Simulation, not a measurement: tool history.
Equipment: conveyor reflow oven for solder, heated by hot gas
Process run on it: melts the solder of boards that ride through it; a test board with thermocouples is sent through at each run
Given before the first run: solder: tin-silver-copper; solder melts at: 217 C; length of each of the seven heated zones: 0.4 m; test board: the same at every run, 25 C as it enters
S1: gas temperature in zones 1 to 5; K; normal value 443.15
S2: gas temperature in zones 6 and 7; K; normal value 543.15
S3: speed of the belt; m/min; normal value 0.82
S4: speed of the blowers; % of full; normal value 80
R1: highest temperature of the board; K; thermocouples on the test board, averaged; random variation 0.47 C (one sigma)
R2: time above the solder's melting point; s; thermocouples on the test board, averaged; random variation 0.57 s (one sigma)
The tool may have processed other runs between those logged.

{"run": 1, "day": 0.0, "S1": 443.15, "S2": 543.15, "S3": 0.82, "S4": 80, "R1": 526.85, "R2": 44.2}
{"run": 2, "day": 0.238, "S1": 443.15, "S2": 543.15, "S3": 0.82, "S4": 80, "R1": 526.85, "R2": 43.1}
{"run": 3, "day": 0.496, "S1": 443.15, "S2": 543.15, "S3": 0.82, "S4": 80, "R1": 526.45, "R2": 44}
{"run": 4, "day": 0.8, "S1": 443.15, "S2": 543.15, "S3": 0.82, "S4": 80, "R1": 527.05, "R2": 44}
{"run": 5, "day": 1.008, "S1": 443.15, "S2": 543.15, "S3": 0.82, "S4": 51, "R1": 518.05, "R2": 37.4}
{"run": 6, "day": 1.392, "S1": 443.15, "S2": 543.15, "S3": 0.82, "S4": 51, "R1": 518.95, "R2": 37.3}
{"run": 7, "day": 1.642, "S1": 443.15, "S2": 543.15, "S3": 0.82, "S4": 51, "R1": 518.85, "R2": 36.8}
{"run": 8, "day": 1.904, "S1": 443.15, "S2": 543.15, "S3": 0.82, "S4": 51, "R1": 518.15, "R2": 36.2}
{"run": 9, "day": 2.208, "S1": 443.15, "S2": 543.15, "S3": 0.82, "S4": 80, "R1": 526.15, "R2": 44.1}
{"run": 10, "day": 2.425, "S1": 443.15, "S2": 543.15, "S3": 0.82, "S4": 80, "R1": 526.45, "R2": 44.4}
{"run": 11, "day": 2.742, "S1": 443.15, "S2": 543.15, "S3": 0.82, "S4": 53, "R1": 518.65, "R2": 37.6}
{"run": 12, "day": 2.938, "S1": 443.15, "S2": 543.15, "S3": 0.82, "S4": 53, "R1": 519.65, "R2": 38.8}
{"run": 13, "day": 3.225, "S1": 443.15, "S2": 543.15, "S3": 0.74, "S4": 53, "R1": 522.85, "R2": 44.5}
{"run": 14, "day": 3.629, "S1": 455.15, "S2": 543.15, "S3": 0.82, "S4": 80, "R1": 527.75, "R2": 48}
{"run": 15, "day": 3.979, "S1": 455.15, "S2": 543.15, "S3": 0.82, "S4": 80, "R1": 527.65, "R2": 48.2}
{"run": 16, "day": 4.292, "S1": 455.15, "S2": 543.15, "S3": 0.82, "S4": 80, "R1": 528.35, "R2": 48.6}
{"run": 17, "day": 4.617, "S1": 455.15, "S2": 543.15, "S3": 0.82, "S4": 80, "R1": 527.75, "R2": 48.4}
{"run": 18, "day": 4.858, "S1": 455.15, "S2": 543.15, "S3": 0.82, "S4": 80, "R1": 526.85, "R2": 47.2}
{"run": 19, "day": 5.183, "S1": 444.15, "S2": 543.15, "S3": 0.82, "S4": 59, "R1": 520.45, "R2": 40}
{"run": 20, "day": 5.575, "S1": 438.15, "S2": 537.15, "S3": 0.82, "S4": 73, "R1": 518.35, "R2": 36.8}
{"run": 21, "day": 5.938, "S1": 438.15, "S2": 537.15, "S3": 0.712, "S4": 73, "R1": 523.15, "R2": 47.7}
{"run": 22, "day": 6.233, "S1": 443.15, "S2": 556.15, "S3": 0.82, "S4": 73, "R1": 534.85, "R2": 48.8}
{"run": 23, "day": 6.408, "S1": 443.15, "S2": 556.15, "S3": 0.82, "S4": 73, "R1": 535.85, "R2": 47.8}
{"run": 24, "day": 6.708, "S1": 456.15, "S2": 551.15, "S3": 0.886, "S4": 69, "R1": 529.85, "R2": 45}
{"run": 25, "day": 6.933, "S1": 456.15, "S2": 543.15, "S3": 0.82, "S4": 56, "R1": 522.55, "R2": 44.3}
{"run": 26, "day": 7.25, "S1": 456.15, "S2": 543.15, "S3": 0.82, "S4": 56, "R1": 520.75, "R2": 44.9}
{"run": 27, "day": 7.646, "S1": 456.15, "S2": 543.15, "S3": 0.82, "S4": 56, "R1": 521.05, "R2": 44.5}
{"day": 7.875, "done": "belt drive overhauled, speed set with a stopwatch"}
{"run": 28, "day": 8.1, "S1": 443.15, "S2": 543.15, "S3": 0.736, "S4": 80, "R1": 528.25, "R2": 50.7}
{"run": 29, "day": 8.388, "S1": 443.15, "S2": 543.15, "S3": 0.736, "S4": 80, "R1": 527.55, "R2": 48.8}
{"run": 30, "day": 8.654, "S1": 443.15, "S2": 543.15, "S3": 0.736, "S4": 80, "R1": 527.55, "R2": 50.3}
{"run": 31, "day": 8.975, "S1": 443.15, "S2": 543.15, "S3": 0.736, "S4": 80, "R1": 526.55, "R2": 48.7}

How would selected steps in R1 from run to run divide? Give the signed amount a tool lacking its hidden state would still show from settings, what came in and random variation, and the signed amount left for the hidden state, including any gauge scatter that is not in both of the compared results.
Hidden state at play: heat that the gas passes to the board, % of a clean oven's; belt's true speed, % of the reading; true gas temperature in zones 6 and 7 over the reading, C; drift of the gauge itself on peak_c, C; drift of the gauge itself on liquid_s, %.
Run 4 -> 5: S4 80 -> 51. R1 -9 K: hidden state +0.2, all else -9.2.
Run 8 -> 9: S4 51 -> 80. R1 +8 K: hidden state -0.4, all else +8.4.
Run 13 -> 14: S1 443.15 -> 455.15, S3 0.74 -> 0.82, S4 53 -> 80. R1 +4.9 K: hidden state -0.3, all else +5.2.
Run 21 -> 22: S1 438.15 -> 443.15, S2 537.15 -> 556.15, S3 0.712 -> 0.82. R1 +11.7 K: hidden state -0.2, all else +11.9.
Run 27 -> 28: S1 456.15 -> 443.15, S3 0.82 -> 0.736, S4 56 -> 80, belt drive overhauled, speed set with a stopwatch. R1 +7.2 K: hidden state -0.9, all else +8.1.

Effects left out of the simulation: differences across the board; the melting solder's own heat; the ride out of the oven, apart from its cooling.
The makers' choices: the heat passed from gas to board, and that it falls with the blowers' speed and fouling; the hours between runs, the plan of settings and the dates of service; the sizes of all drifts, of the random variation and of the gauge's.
